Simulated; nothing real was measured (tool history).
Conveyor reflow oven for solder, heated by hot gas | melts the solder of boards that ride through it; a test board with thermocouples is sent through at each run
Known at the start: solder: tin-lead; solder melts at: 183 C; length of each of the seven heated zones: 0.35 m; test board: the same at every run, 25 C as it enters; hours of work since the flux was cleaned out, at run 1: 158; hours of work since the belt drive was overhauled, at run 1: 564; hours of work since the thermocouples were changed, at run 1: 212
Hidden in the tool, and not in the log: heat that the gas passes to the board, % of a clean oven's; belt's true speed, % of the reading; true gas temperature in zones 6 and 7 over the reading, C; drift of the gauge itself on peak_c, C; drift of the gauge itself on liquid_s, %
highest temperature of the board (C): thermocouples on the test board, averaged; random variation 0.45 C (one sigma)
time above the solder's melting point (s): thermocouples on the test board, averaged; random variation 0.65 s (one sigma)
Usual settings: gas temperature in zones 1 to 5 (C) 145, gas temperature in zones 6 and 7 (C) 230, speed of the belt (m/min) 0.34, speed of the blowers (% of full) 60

run	hour	gas temperature in zones 1 to 5 (C)	gas temperature in zones 6 and 7 (C)	speed of the belt (m/min)	speed of the blowers (% of full)	hours of work since the flux was cleaned out	hours of work since the belt drive was overhauled	hours of work since the thermocouples were changed	highest temperature of the board (C)	time above the solder's melting point (s)
1	0	145	230	0.34	60	158	564	212	215.3	94.6
2	9.8	145	220	0.34	60	164	570	218	206.6	80.9
3	17.8	145	220	0.34	60	170	575	223	206	82.7
4	25.9	145	220	0.34	60	175	581	229	205.5	82.7
5	31.1	135	220	0.34	60	178	584	232	204.4	72.6
6	35.6	145	230	0.34	72	181	587	235	217.3	98.5
7	42.7	145	230	0.34	72	186	592	240	216.5	98.1
8	51.4	145	230	0.34	60	192	597	245	214.7	95
9	56.9	142	230	0.34	60	195	601	249	214.1	91.9
10	63.6	142	230	0.34	60	200	605	253	214.1	93.1
11	70	142	230	0.34	60	204	610	258	213.9	92.8
12	78.6	145	238	0.34	81	210	615	263	225.2	105.4
# hour 88.4: flux residue cleaned out of gas plates and filters
13	89.4	159	221	0.386	75	1	619	267	208.2	86.4
14	99.4	138	230	0.34	55	7	626	274	213.3	88.4
15	106.3	138	230	0.34	55	12	630	278	213.2	87.7
16	115.3	138	230	0.34	55	18	636	284	212.7	88
17	120.5	148	239	0.349	60	21	640	288	222.4	103.4

Measured less the same run without the tool's hidden state. The same run-to-run variation is in both; the gauge's scatter may not be:
run	highest temperature of the board (C)	time above the solder's melting point (s)
1	-1.5	-0.8
2	-1.5	-1.7
3	-1.5	-1.8
4	-1.5	-1.8
5	-1.6	-2.3
6	-1.8	-0.8
7	-1.8	-0.9
8	-1.6	-1
9	-1.7	-1.2
10	-1.8	-1.2
11	-1.8	-1.3
12	-1.9	-0.4
13	-0.9	+0.3
14	-0.8	+0.2
15	-0.9	+0.2
16	-0.9	+0.2
17	-0.9	+0.6

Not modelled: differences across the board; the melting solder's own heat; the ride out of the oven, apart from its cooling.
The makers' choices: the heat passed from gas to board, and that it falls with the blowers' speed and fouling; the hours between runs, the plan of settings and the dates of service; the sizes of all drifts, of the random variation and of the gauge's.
